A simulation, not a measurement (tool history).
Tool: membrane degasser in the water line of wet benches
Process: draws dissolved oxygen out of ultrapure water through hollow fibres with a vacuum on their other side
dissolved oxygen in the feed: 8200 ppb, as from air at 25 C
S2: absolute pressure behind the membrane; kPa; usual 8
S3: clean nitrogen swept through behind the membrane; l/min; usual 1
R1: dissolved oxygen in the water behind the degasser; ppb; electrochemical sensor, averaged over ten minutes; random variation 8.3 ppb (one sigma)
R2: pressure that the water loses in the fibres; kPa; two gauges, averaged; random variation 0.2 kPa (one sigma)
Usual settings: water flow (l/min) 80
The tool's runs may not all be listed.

Run 1, hour 0: usual settings. Result: R1 871.8 ppb, R2 48 kPa.
Run 2, hour 206.4: usual settings. Result: R1 885.2 ppb, R2 48.13 kPa.
Run 3, hour 527.5: usual settings. Result: R1 892.4 ppb, R2 47.82 kPa.
Run 4, hour 707.9: usual settings. Result: R1 894.6 ppb, R2 47.87 kPa.
Run 5, hour 978.5: usual settings. Result: R1 881.3 ppb, R2 48.26 kPa.
Run 6, hour 1285.9: usual settings. Result: R1 894.7 ppb, R2 48.06 kPa.
Run 7, hour 1511.1: usual settings. Result: R1 892.7 ppb, R2 48.2 kPa.
Run 8, hour 1703.9: usual settings. Result: R1 881.7 ppb, R2 48.06 kPa.
Run 9, hour 1891.9: usual settings but water flow (l/min) 77. Result: R1 873.4 ppb, R2 46.71 kPa.
Run 10, hour 2163.2: usual settings but water flow (l/min) 77. Result: R1 867.6 ppb, R2 46.24 kPa.
At hour 2241.9: vacuum gauge calibrated.
Run 11, hour 2359.5: usual settings but water flow (l/min) 77. Result: R1 867 ppb, R2 46.6 kPa.
Run 12, hour 2661.3: usual settings but water flow (l/min) 74, S2 8.72 kPa, S3 0.8 l/min. Result: R1 1060.4 ppb, R2 44.8 kPa.
Run 13, hour 2846.2: usual settings but water flow (l/min) 62, S2 9.56 kPa, S3 2.8 l/min. Result: R1 531.7 ppb, R2 37.56 kPa.
Run 14, hour 3119.8: usual settings but water flow (l/min) 112. Result: R1 1189.8 ppb, R2 68.11 kPa.
Run 15, hour 3402.7: usual settings but water flow (l/min) 73, S2 7.39 kPa, S3 0.76 l/min. Result: R1 887.3 ppb, R2 44.4 kPa.
Run 16, hour 3665.1: usual settings but water flow (l/min) 73, S2 7.39 kPa, S3 0.76 l/min. Result: R1 890.4 ppb, R2 44.7 kPa.
At hour 3822.7: vacuum gauge calibrated, once more.
Run 17, hour 3838.8: usual settings but water flow (l/min) 53, S2 13.4 kPa. Result: R1 1080.4 ppb, R2 32.08 kPa.
Run 18, hour 4020.6: usual settings but water flow (l/min) 53, S2 13.4 kPa. Result: R1 1091 ppb, R2 32.67 kPa.
Run 19, hour 4185.6: usual settings but water flow (l/min) 53, S2 13.4 kPa. Result: R1 1079.8 ppb, R2 32.22 kPa.

5 ways to go on from here, each from the tool as it stands after run 19. What would each give?
Run A, hour 4363.9: usual settings but S2 13.83 kPa. Result: R1 ?, R2 ?.
Run B, hour 4363.9: usual settings but water flow (l/min) 106, S2 5.85 kPa, S3 1.06 l/min. Result: R1 ?, R2 ?.
Run C, hour 4363.9: usual settings but S2 10 kPa, S3 0.42 l/min. Result: R1 ?, R2 ?.
Run D, hour 4363.9: usual settings but water flow (l/min) 53, S2 7.63 kPa, S3 0.61 l/min. Result: R1 ?, R2 ?.
Run E, hour 4363.9: usual settings but S2 10.32 kPa, S3 2.05 l/min. Result: R1 ?, R2 ?.

run      R1     R2
  A  1512.1  49.11
  B   825.4  64.73
  C  1599.5  49.02
  D   766.3  32.35
  E     828  48.89
Without the tool's hidden state the same runs would have given:
run      R1     R2
  A  1451.9  45.14
  B   730.1  59.48
  C    1543  45.06
  D   718.2  29.72
  E   754.8  44.92

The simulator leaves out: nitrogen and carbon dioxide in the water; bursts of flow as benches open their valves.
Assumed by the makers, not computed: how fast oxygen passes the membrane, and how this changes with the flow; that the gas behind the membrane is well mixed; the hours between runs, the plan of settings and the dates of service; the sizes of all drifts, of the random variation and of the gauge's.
